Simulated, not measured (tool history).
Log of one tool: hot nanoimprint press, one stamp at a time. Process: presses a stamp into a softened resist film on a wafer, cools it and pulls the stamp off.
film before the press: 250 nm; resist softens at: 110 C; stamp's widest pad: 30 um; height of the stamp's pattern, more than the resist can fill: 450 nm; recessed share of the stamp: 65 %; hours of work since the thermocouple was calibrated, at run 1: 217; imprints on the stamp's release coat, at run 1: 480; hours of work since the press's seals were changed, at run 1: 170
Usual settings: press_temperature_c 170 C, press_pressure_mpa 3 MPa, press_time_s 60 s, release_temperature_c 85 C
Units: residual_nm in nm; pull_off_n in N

| run | day | press_temperature_c | press_pressure_mpa | press_time_s | release_temperature_c | hours of work since the thermocouple was calibrated | imprints on the stamp's release coat | hours of work since the press's seals were changed | residual_nm | pull_off_n |
|---|---|---|---|---|---|---|---|---|---|---|
| 1 | 0 | 170 | 3 | 60 | 85 | 217 | 480 | 170 | 115.2 | 168 |
| 2 | 0.2 | 170 | 3 | 60 | 71 | 219 | 493 | 172 | 114 | 229 |
| 3 | 0.383 | 170 | 3 | 60 | 71 | 221 | 504 | 174 | 113.4 | 231 |
| 4 | 0.729 | 161 | 3 | 60 | 85 | 224 | 527 | 178 | 185 | 178 |
| 5 | 1.096 | 170 | 3 | 60 | 85 | 228 | 550 | 181 | 113.9 | 173 |
| 6 | 1.521 | 170 | 3 | 60 | 85 | 232 | 578 | 185 | 113.8 | 176 |
| 7 | 1.788 | 170 | 3 | 60 | 85 | 234 | 595 | 188 | 112.6 | 176 |
| 8 | 1.975 | 170 | 3 | 60 | 85 | 236 | 607 | 190 | 115.1 | 177 |
| 9 | 2.158 | 170 | 3 | 60 | 85 | 238 | 619 | 191 | 113.4 | 177 |
| 10 | 2.575 | 170 | 3 | 60 | 85 | 242 | 646 | 195 | 113.8 | 184 |
| 11 | 2.958 | 170 | 3 | 60 | 85 | 246 | 671 | 199 | 113.6 | 178 |
| 12 | 3.308 | 170 | 3 | 60 | 85 | 249 | 693 | 202 | 114.2 | 185 |
|  | 3.462 | plate thermocouple calibrated |
| 13 | 3.762 | 170 | 3 | 60 | 85 | 3 | 715 | 206 | 114.9 | 176 |
| 14 | 4.058 | 170 | 3 | 60 | 75 | 6 | 734 | 208 | 114.8 | 225 |
|  | 4.5 | plate thermocouple calibrated, once more |
| 15 | 4.633 | 173 | 3 | 60 | 85 | 1 | 763 | 213 | 90.4 | 172 |
| 16 | 4.85 | 173 | 3 | 38 | 85 | 3 | 777 | 215 | 110.1 | 177 |
| 17 | 5.171 | 167 | 3.42 | 47 | 77 | 6 | 798 | 218 | 137.8 | 219 |
| 18 | 5.379 | 171 | 3.29 | 42 | 86 | 9 | 811 | 220 | 114.4 | 172 |
| 19 | 5.754 | 170 | 4.16 | 60 | 75 | 12 | 835 | 224 | 96.7 | 233 |
| 20 | 6.038 | 162 | 4.16 | 110 | 83 | 15 | 853 | 226 | 127.7 | 193 |
| 21 | 6.296 | 162 | 4.16 | 110 | 83 | 17 | 870 | 229 | 128.8 | 200 |
| 22 | 6.529 | 170 | 3 | 60 | 76 | 20 | 885 | 231 | 112.7 | 221 |
| 23 | 6.842 | 170 | 4.41 | 60 | 90 | 23 | 905 | 234 | 93.8 | 159 |
| 24 | 7.112 | 170 | 4.41 | 60 | 90 | 25 | 923 | 237 | 93.6 | 160 |
| 25 | 7.412 | 160 | 2.12 | 65 | 89 | 28 | 942 | 240 | 199.9 | 160 |
| 26 | 7.7 | 170 | 2.13 | 60 | 79 | 31 | 961 | 242 | 126.1 | 202 |
| 27 | 8.075 | 170 | 2.17 | 60 | 85 | 35 | 985 | 246 | 125.4 | 184 |
| 28 | 8.279 | 170 | 2.17 | 60 | 85 | 36 | 998 | 248 | 124.6 | 187 |
| 29 | 8.617 | 170 | 2.17 | 60 | 85 | 40 | 1020 | 251 | 125 | 185 |

Hidden state at the last listed run before each entry between runs and at the first one after, where it differs:
Between runs 12 and 13: plate thermocouple calibrated (day 3.462)
  true temperature over the reading, C: -0.79 -> -1; pressure that arrives at the usual setting, %: 98.85 -> 98.83; grip of the stamp's worn release coat, % over a new coat's: 16.7 -> 17.3
  measured less the result without the state, residual_nm: +5.9 -> +7.5 nm; pull_off_n: +29 -> +30 N
Between runs 14 and 15: plate thermocouple calibrated, once more (day 4.5)
  true temperature over the reading, C: -1.01 -> -0.18; pressure that arrives at the usual setting, %: 98.8 -> 98.77; grip of the stamp's worn release coat, % over a new coat's: 17.7 -> 18.4
  measured less the result without the state, residual_nm: +7.5 -> +1.5 nm; pull_off_n: +38 -> +28 N
